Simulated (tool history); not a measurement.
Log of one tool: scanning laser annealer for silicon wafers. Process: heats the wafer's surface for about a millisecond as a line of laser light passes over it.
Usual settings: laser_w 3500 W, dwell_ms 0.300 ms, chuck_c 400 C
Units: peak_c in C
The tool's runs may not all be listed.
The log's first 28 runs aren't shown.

{"run": 29, "hour": 1050.6, "laser_w": 3144, "dwell_ms": 0.339, "chuck_c": 425, "peak_c": 1217}
{"run": 30, "hour": 1087.4, "laser_w": 3144, "dwell_ms": 0.339, "chuck_c": 425, "peak_c": 1214}
{"run": 31, "hour": 1109.4, "laser_w": 3317, "dwell_ms": 0.234, "chuck_c": 371, "peak_c": 1056}
{"run": 32, "hour": 1136.2, "laser_w": 3495, "dwell_ms": 0.314, "chuck_c": 404, "peak_c": 1264}
{"run": 33, "hour": 1158.6, "laser_w": 3279, "dwell_ms": 0.238, "chuck_c": 400, "peak_c": 1077}
{"run": 34, "hour": 1198.7, "laser_w": 3500, "dwell_ms": 0.232, "chuck_c": 400, "peak_c": 1127}
{"run": 35, "hour": 1239.5, "laser_w": 3500, "dwell_ms": 0.23, "chuck_c": 397, "peak_c": 1115}
{"run": 36, "hour": 1289.8, "laser_w": 3576, "dwell_ms": 0.274, "chuck_c": 403, "peak_c": 1219}
{"run": 37, "hour": 1317.7, "laser_w": 3576, "dwell_ms": 0.274, "chuck_c": 403, "peak_c": 1218}
{"run": 38, "hour": 1358.7, "laser_w": 3576, "dwell_ms": 0.274, "chuck_c": 403, "peak_c": 1216}

Forecast each of these 4 alternatives for the next run:
{"run": "A", "hour": 1393.2, "laser_w": 3648, "dwell_ms": 0.3, "chuck_c": 382, "peak_c": "?"}
{"run": "B", "hour": 1393.2, "laser_w": 3259, "dwell_ms": 0.274, "chuck_c": 403, "peak_c": "?"}
{"run": "C", "hour": 1393.2, "laser_w": 3534, "dwell_ms": 0.291, "chuck_c": 363, "peak_c": "?"}
{"run": "D", "hour": 1393.2, "laser_w": 3576, "dwell_ms": 0.339, "chuck_c": 403, "peak_c": "?"}

run=A peak_c=1260
run=B peak_c=1126
run=C peak_c=1190
run=D peak_c=1319
Without the tool's hidden state the same runs would have given:
run=A peak_c=1275
run=B peak_c=1138
run=C peak_c=1203
run=D peak_c=1334
